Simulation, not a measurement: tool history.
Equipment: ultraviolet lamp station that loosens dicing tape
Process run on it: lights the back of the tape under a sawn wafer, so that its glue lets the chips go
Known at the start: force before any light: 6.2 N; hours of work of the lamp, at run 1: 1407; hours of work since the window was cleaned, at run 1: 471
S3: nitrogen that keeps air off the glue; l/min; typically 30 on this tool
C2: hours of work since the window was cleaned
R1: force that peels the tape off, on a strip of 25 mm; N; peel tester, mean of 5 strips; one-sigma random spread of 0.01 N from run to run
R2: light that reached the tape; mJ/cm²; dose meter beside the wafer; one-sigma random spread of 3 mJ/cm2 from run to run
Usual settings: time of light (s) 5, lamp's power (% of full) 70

run 1 hour=0.0 | time_of_light_(s)=5 lamp's_power_(%_of_full)=70 S3=30 | hours_of_work_of_the_lamp=1407 C2=471 | R1=1.053 R2=271
run 2 hour=94.4 | time_of_light_(s)=5 lamp's_power_(%_of_full)=70 S3=30 | hours_of_work_of_the_lamp=1461 C2=526 | R1=1.054 R2=261
-- hour=132.2 window cleaned of glue's vapour
run 3 hour=155.3 | time_of_light_(s)=5 lamp's_power_(%_of_full)=70 S3=30 | hours_of_work_of_the_lamp=1496 C2=13 | R1=0.947 R2=289
run 4 hour=256.8 | time_of_light_(s)=5 lamp's_power_(%_of_full)=70 S3=30 | hours_of_work_of_the_lamp=1555 C2=72 | R1=0.976 R2=276
run 5 hour=349.4 | time_of_light_(s)=5 lamp's_power_(%_of_full)=70 S3=30 | hours_of_work_of_the_lamp=1609 C2=126 | R1=1.041 R2=266
run 6 hour=437.3 | time_of_light_(s)=5 lamp's_power_(%_of_full)=70 S3=30 | hours_of_work_of_the_lamp=1660 C2=177 | R1=1.095 R2=268
run 7 hour=525.8 | time_of_light_(s)=5 lamp's_power_(%_of_full)=67 S3=30 | hours_of_work_of_the_lamp=1711 C2=228 | R1=1.222 R2=244
run 8 hour=596.9 | time_of_light_(s)=5 lamp's_power_(%_of_full)=70 S3=30 | hours_of_work_of_the_lamp=1752 C2=269 | R1=1.197 R2=252
run 9 hour=648.5 | time_of_light_(s)=5 lamp's_power_(%_of_full)=64 S3=30 | hours_of_work_of_the_lamp=1782 C2=299 | R1=1.389 R2=226
run 10 hour=691.6 | time_of_light_(s)=5 lamp's_power_(%_of_full)=64 S3=48 | hours_of_work_of_the_lamp=1807 C2=324 | R1=1.097 R2=219
-- hour=753.5 lamp changed
run 11 hour=775.5 | time_of_light_(s)=5 lamp's_power_(%_of_full)=64 S3=48 | hours_of_work_of_the_lamp=13 C2=372 | R1=0.468 R2=370
run 12 hour=842.3 | time_of_light_(s)=5 lamp's_power_(%_of_full)=64 S3=48 | hours_of_work_of_the_lamp=51 C2=411 | R1=0.477 R2=367
run 13 hour=890.1 | time_of_light_(s)=5 lamp's_power_(%_of_full)=64 S3=48 | hours_of_work_of_the_lamp=79 C2=438 | R1=0.494 R2=361
run 14 hour=991.0 | time_of_light_(s)=5 lamp's_power_(%_of_full)=64 S3=48 | hours_of_work_of_the_lamp=138 C2=497 | R1=0.499 R2=356
-- hour=1073.3 window cleaned of glue's vapour
run 15 hour=1073.3 | time_of_light_(s)=5 lamp's_power_(%_of_full)=64 S3=48 | hours_of_work_of_the_lamp=185 C2=0 | R1=0.453 R2=379
run 16 hour=1144.6 | time_of_light_(s)=5 lamp's_power_(%_of_full)=64 S3=56 | hours_of_work_of_the_lamp=226 C2=41 | R1=0.434 R2=377
run 17 hour=1245.5 | time_of_light_(s)=4 lamp's_power_(%_of_full)=64 S3=56 | hours_of_work_of_the_lamp=285 C2=100 | R1=0.652 R2=293
run 18 hour=1325.2 | time_of_light_(s)=5 lamp's_power_(%_of_full)=70 S3=30 | hours_of_work_of_the_lamp=331 C2=146 | R1=0.527 R2=392
run 19 hour=1396.4 | time_of_light_(s)=2 lamp's_power_(%_of_full)=70 S3=30 | hours_of_work_of_the_lamp=372 C2=187 | R1=2.108 R2=156
run 20 hour=1484.8 | time_of_light_(s)=5 lamp's_power_(%_of_full)=70 S3=30 | hours_of_work_of_the_lamp=423 C2=238 | R1=0.559 R2=380
run 21 hour=1573.7 | time_of_light_(s)=5 lamp's_power_(%_of_full)=70 S3=30 | hours_of_work_of_the_lamp=475 C2=290 | R1=0.610 R2=375
run 22 hour=1651.3 | time_of_light_(s)=5 lamp's_power_(%_of_full)=71 S3=39 | hours_of_work_of_the_lamp=520 C2=335 | R1=0.532 R2=369
run 23 hour=1717.5 | time_of_light_(s)=5 lamp's_power_(%_of_full)=71 S3=39 | hours_of_work_of_the_lamp=558 C2=373 | R1=0.515 R2=364
run 24 hour=1806.5 | time_of_light_(s)=10 lamp's_power_(%_of_full)=97 S3=14 | hours_of_work_of_the_lamp=610 C2=425 | R1=0.210 R2=977
run 25 hour=1863.5 | time_of_light_(s)=3 lamp's_power_(%_of_full)=89 S3=55 | hours_of_work_of_the_lamp=643 C2=458 | R1=0.794 R2=264
run 26 hour=1963.7 | time_of_light_(s)=5 lamp's_power_(%_of_full)=70 S3=24 | hours_of_work_of_the_lamp=701 C2=516 | R1=0.768 R2=344
-- hour=2017.7 window cleaned of glue's vapour
run 27 hour=2065.4 | time_of_light_(s)=8 lamp's_power_(%_of_full)=72 S3=23 | hours_of_work_of_the_lamp=759 C2=28 | R1=0.306 R2=601
run 28 hour=2145.1 | time_of_light_(s)=6 lamp's_power_(%_of_full)=65 S3=23 | hours_of_work_of_the_lamp=806 C2=74 | R1=0.619 R2=398
run 29 hour=2210.8 | time_of_light_(s)=5 lamp's_power_(%_of_full)=81 S3=14 | hours_of_work_of_the_lamp=844 C2=112 | R1=0.837 R2=403
run 30 hour=2272.8 | time_of_light_(s)=3 lamp's_power_(%_of_full)=70 S3=30 | hours_of_work_of_the_lamp=879 C2=148 | R1=1.518 R2=208
run 31 hour=2375.3 | time_of_light_(s)=4 lamp's_power_(%_of_full)=89 S3=60 | hours_of_work_of_the_lamp=939 C2=207 | R1=0.505 R2=337
run 32 hour=2432.8 | time_of_light_(s)=5 lamp's_power_(%_of_full)=63 S3=30 | hours_of_work_of_the_lamp=972 C2=240 | R1=0.905 R2=300
run 33 hour=2528.8 | time_of_light_(s)=7 lamp's_power_(%_of_full)=79 S3=10 | hours_of_work_of_the_lamp=1028 C2=296 | R1=0.714 R2=509
run 34 hour=2595.8 | time_of_light_(s)=7 lamp's_power_(%_of_full)=79 S3=10 | hours_of_work_of_the_lamp=1067 C2=335 | R1=0.754 R2=510

The next listed run, before its measurement:
run 35 hour=2650.7 | time_of_light_(s)=2 lamp's_power_(%_of_full)=70 S3=33 | hours_of_work_of_the_lamp=1098 C2=367 | R1=? R2=?

{"run 35": {"R1": 2.504, "R2": 119}}
On a tool with no hidden condition, and with the same random variation, this run would have come out at R1 1.796 N, R2 168 mJ/cm².
